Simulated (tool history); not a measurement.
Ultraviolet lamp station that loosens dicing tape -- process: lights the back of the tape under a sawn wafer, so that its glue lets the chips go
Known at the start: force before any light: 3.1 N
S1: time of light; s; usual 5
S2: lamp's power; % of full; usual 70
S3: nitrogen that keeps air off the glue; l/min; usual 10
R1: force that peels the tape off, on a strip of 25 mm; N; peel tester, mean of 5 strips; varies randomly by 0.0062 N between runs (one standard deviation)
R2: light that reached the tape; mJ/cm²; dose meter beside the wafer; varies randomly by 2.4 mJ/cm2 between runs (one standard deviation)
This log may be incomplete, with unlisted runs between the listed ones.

run	hour	S1	S2	S3	R1	R2
1	0	5	70	10	0.198	250
2	69.8	5	70	10	0.207	242
3	124.8	5	70	10	0.216	246
4	191.3	5	86	10	0.146	288
5	249.5	5	86	10	0.166	290
6	305.5	5	86	10	0.175	279
7	358.8	5	86	10	0.171	280
8	420.4	5	70	10	0.252	222
9	480.9	5	70	18	0.188	217
10	525.8	5	70	5	0.461	209
11	561.9	5	70	5	0.452	211
# hour 611.5: window cleaned of glue's vapour
12	617.6	5	70	10	0.206	237
13	669.5	5	70	10	0.224	239
14	709.1	5	70	10	0.225	238
15	769	5	70	10	0.228	231
16	818.4	5	70	10	0.238	230
17	880.3	5	70	10	0.235	228
18	918	5	70	10	0.251	224
19	955.5	5	70	10	0.264	221
20	1010.6	5	70	10	0.263	213
21	1052.1	5	70	10	0.265	211
22	1083.3	2	72	10	1.027	91
23	1144.2	7	62	6	0.277	257

Expected results for the next run?
24	1202.9	3	95	8	?	?

R1: 0.504 N
R2: 167 mJ/cm²
On a tool with no hidden condition, and with the same random variation, this run would have come out at R1 0.324 N, R2 215 mJ/cm².

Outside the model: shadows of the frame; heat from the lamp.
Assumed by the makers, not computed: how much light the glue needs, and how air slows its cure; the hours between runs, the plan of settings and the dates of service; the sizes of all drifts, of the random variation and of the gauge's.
